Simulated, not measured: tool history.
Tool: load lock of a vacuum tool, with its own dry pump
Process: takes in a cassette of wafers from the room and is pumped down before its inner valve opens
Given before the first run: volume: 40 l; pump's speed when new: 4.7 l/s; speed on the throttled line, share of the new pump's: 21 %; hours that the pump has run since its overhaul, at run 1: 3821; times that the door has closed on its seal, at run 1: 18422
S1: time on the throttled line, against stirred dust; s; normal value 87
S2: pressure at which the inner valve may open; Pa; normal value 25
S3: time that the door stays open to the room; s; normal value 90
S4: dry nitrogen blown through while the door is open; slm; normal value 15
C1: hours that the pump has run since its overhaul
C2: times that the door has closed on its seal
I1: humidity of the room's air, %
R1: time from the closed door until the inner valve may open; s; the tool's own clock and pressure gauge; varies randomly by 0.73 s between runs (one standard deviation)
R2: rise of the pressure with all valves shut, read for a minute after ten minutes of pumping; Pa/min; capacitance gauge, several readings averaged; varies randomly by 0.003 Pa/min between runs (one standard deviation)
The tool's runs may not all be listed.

run,hour,S1,S2,S3,S4,C1,C2,I1,R1,R2
1,0,87,25,90,15,3821,18422,46.2,143.9,0.19
2,150.9,87,25,90,15,3972,18695,41.4,142.8,0.198
3,268.6,87,25,90,30,4090,18908,44.1,144.3,0.196
4,393.5,87,25,90,30,4215,19134,45.6,143.6,0.194
5,584.3,87,25,90,15,4406,19480,43.3,143.2,0.202
6,782,87,25,90,15,4603,19837,43.4,143.2,0.214
7,954,87,25,119,15,4775,20149,42.6,145,0.22
8,1069.2,87,25,119,15,4890,20357,51,143.4,0.241
9,1275,87,25,90,15,5096,20729,45.2,144.6,0.232
10,1474,87,25,90,15,5295,21090,42.8,145,0.223
11,1609.6,87,25,90,15,5431,21335,44.9,144.9,0.231
12,1718.7,87,39,90,15,5540,21532,46,141.1,0.234
13,1913.6,87,39,90,15,5735,21885,47.9,141.7,0.249
14,2167.8,75,25,90,15,5989,22345,43,134.7,0.249
15,2364.1,75,25,90,15,6185,22700,45,135.4,0.254
16,2526.2,87,25,164,15,6347,22994,41.2,144.4,0.269
17,2759.4,44,25,90,15,6581,23416,41.4,112.5,0.262
18,2929.9,87,25,90,15,6751,23724,49.1,145.4,0.275
19,3145.1,87,25,90,11,6966,24114,45,145.2,0.273
20,3249,68,31,81,7,7070,24301,43.7,130.3,0.286
21,3503,53,25,35,15,7324,24761,45.1,120.7,0.268
22,3636,53,25,35,15,7457,25002,42.8,120,0.271
23,3863,152,25,90,4,7684,25413,44.1,194.5,0.306
24,4053.5,58,42,35,7,7875,25757,42.3,119.4,0.287
25,4292.4,169,48,35,10,8114,26190,46.4,204.5,0.297
26,4535.1,64,30,160,5,8356,26629,45.7,126.4,0.346
27,4774.5,100,25,90,5,8596,27062,44.2,156.3,0.334
28,5003.1,47,31,75,15,8824,27476,43.6,115.6,0.33
29,5221,121,31,75,4,9042,27870,45,170.9,0.353
30,5389.3,100,31,199,10,9211,28175,44.2,155.3,0.374
31,5512.8,87,25,97,24,9334,28398,43.5,148.5,0.341
32,5640.1,87,25,97,24,9461,28628,47.3,148.1,0.344
33,5871.6,139,19,27,8,9693,29047,44.4,192.5,0.345
34,6049.9,139,19,27,8,9871,29370,44.8,189.9,0.344
35,6203.1,139,19,27,8,10024,29647,45.9,190.3,0.357
36,6353.8,139,19,27,8,10175,29920,45.4,191.4,0.361
37,6519.5,83,25,90,28,10341,30220,45.5,146.4,0.367
38,6624.5,83,47,116,28,10446,30410,43,140,0.377

Results for each run, recomputed without the tool's hidden state and with each run's random variation untouched:
Hidden state at play: pump's speed, % of a new pump's; leak at the door's seal, Pa l/s; drift of the gauge itself on ready_s, %; drift of the gauge itself on rise_pa_min, %.
run,R1,R2
1,140.3,0.041
2,139.1,0.043
3,140.5,0.035
4,139.7,0.033
5,139.1,0.038
6,139.1,0.043
7,140.7,0.048
8,139.1,0.061
9,140.1,0.048
10,140.4,0.036
11,140.1,0.04
12,136.7,0.043
13,137.2,0.046
14,129.6,0.042
15,130,0.041
16,139,0.052
17,106,0.038
18,139.7,0.047
19,139.4,0.042
20,124.2,0.047
21,113.7,0.024
22,112.9,0.026
23,189.8,0.053
24,112.9,0.028
25,200.7,0.028
26,119.2,0.076
27,149.7,0.052
28,107.6,0.039
29,164.8,0.054
30,148.5,0.073
31,140.7,0.039
32,140.2,0.04
33,185.8,0.029
34,183.1,0.023
35,183.4,0.028
36,184.4,0.03
37,137.7,0.035
38,132.3,0.038

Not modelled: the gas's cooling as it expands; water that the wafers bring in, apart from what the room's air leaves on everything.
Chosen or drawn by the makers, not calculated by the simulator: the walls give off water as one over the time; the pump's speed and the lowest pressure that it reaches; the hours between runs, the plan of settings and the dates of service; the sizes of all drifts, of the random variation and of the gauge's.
